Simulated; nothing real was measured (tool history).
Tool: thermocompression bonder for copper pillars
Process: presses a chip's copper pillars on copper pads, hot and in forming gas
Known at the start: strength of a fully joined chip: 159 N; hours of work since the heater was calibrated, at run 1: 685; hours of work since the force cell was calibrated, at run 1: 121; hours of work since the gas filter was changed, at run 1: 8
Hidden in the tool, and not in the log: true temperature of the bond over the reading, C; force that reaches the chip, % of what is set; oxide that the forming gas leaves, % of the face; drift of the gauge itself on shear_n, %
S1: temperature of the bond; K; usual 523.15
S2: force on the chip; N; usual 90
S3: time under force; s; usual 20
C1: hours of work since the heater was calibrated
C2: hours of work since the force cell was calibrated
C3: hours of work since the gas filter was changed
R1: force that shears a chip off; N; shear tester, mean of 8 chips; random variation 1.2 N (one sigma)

run	hour	S1	S2	S3	C1	C2	C3	R1
1	0.0	523.15	90	20	685	121	8	110.2
2	5.1	523.15	76	20	689	125	11	102.3
3	16.7	523.15	76	20	697	133	19	102.4
4	22.7	523.15	76	20	702	137	24	102.3
5	33.2	523.15	90	20	709	145	31	111.1
6	41.5	523.15	100	20	715	151	37	116.3
7	53.9	523.15	100	20	724	160	46	114.4
8	60.4	523.15	100	20	729	164	51	115.0
9	68.0	523.15	100	20	734	170	56	114.6
10	74.4	523.15	90	50	739	174	61	128.3
11	84.6	523.15	90	50	746	182	68	131.2
# hour 87.0: force cell calibrated
12	92.9	511.15	110	20	751	4	73	107.5
13	105.1	511.15	110	20	760	13	82	105.9
14	111.5	526.15	90	14	764	18	86	102.4
# hour 121.3: force cell calibrated, once more
15	125.2	526.15	116	14	773	3	95	112.6
16	135.6	537.15	60	52	780	10	102	117.7
17	142.1	528.15	62	21	785	15	107	88.0
18	153.2	503.15	100	42	793	23	115	110.5
19	161.7	503.15	100	42	799	29	121	111.0
# hour 168.0: forming gas filter changed
20	172.7	515.15	59	39	807	36	3	95.7
21	178.2	515.15	59	39	810	40	7	96.8

Forecast each of these 4 alternatives for the next run:
A	188.5	499.15	57	46	818	48	15	?
B	188.5	535.15	59	38	818	48	15	?
C	188.5	523.15	67	11	818	48	15	?
D	188.5	523.15	69	20	818	48	15	?

run	R1
A	83.0
B	115.4
C	76.6
D	95.9
Without the tool's hidden state the same runs would have given:
run	R1
A	88.3
B	120.4
C	81.3
D	101.1
